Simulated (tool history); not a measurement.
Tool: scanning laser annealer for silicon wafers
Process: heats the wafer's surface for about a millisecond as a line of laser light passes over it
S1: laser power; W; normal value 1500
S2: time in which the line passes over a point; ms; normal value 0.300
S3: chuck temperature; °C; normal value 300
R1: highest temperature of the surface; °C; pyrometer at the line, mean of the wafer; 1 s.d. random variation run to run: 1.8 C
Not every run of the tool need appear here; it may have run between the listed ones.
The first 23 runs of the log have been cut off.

run,hour,S1,S2,S3,R1
24,1269.7,1621,0.338,330,1174
25,1312.1,1621,0.338,330,1176
26,1360.1,1500,0.300,303,1034
27,1421.1,1499,0.334,330,1096
28,1459.9,1499,0.334,330,1092
29,1523.9,1499,0.334,330,1094
30,1557.7,1497,0.365,270,1063
31,1626.8,1546,0.222,340,993
32,1668.4,1546,0.222,340,997
33,1708.5,1357,0.288,300,936
34,1771.5,1540,0.230,308,967
35,1820.7,1540,0.230,308,964
# hour 1878.2: optics aligned, line set to its width
36,1887.2,1579,0.219,337,1008

Forecast each of these 3 alternatives for the next run:
A,1939.6,1612,0.252,336,?
B,1939.6,1359,0.224,337,?
C,1939.6,1579,0.297,337,?

run,R1
A,1066
B,908
C,1099
What these runs would have given with no unlogged condition in the tool:
run,R1
A,1089
B,926
C,1123
